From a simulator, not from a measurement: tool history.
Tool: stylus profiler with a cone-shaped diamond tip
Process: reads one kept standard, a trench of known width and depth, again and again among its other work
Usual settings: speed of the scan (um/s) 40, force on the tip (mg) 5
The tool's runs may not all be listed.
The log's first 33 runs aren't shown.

run	hour	speed of the scan (um/s)	force on the tip (mg)	depth of the trench (Å)	width of the trench's floor (nm)
34	1380.1	92	12.71	5169.6	13200
35	1435.1	92	12.71	5170.3	13130
36	1476.5	93	10.89	5152.9	13080
37	1509.4	10	1.83	5047.7	13210
38	1567.5	94	4.32	5085.4	13040
39	1623.7	40	3.86	5077.9	13100
40	1667.3	10	5.54	5103.1	13200
41	1720.6	18	4.22	5083.9	13130
42	1772.7	18	4.22	5086.1	13020
43	1800.2	18	4.22	5085.5	13070
44	1852.9	50	11.76	5166.1	12990
45	1911.4	50	11.76	5169	12970
46	1966.2	86	3.74	5081.6	12800
47	1991.4	35	4.24	5085.3	12900

Forecast each of these 3 alternatives for the next run:
A	2041.5	139	4.08	?	?
B	2041.5	68	2.15	?	?
C	2041.5	56	13.59	?	?

run	depth of the trench (Å)	width of the trench's floor (nm)
A	5088.3	12600
B	5058.6	12750
C	5185.2	12890
Without the tool's hidden state the same runs would have given:
run	depth of the trench (Å)	width of the trench's floor (nm)
A	5080.6	15280
B	5050.9	15430
C	5177.4	15570
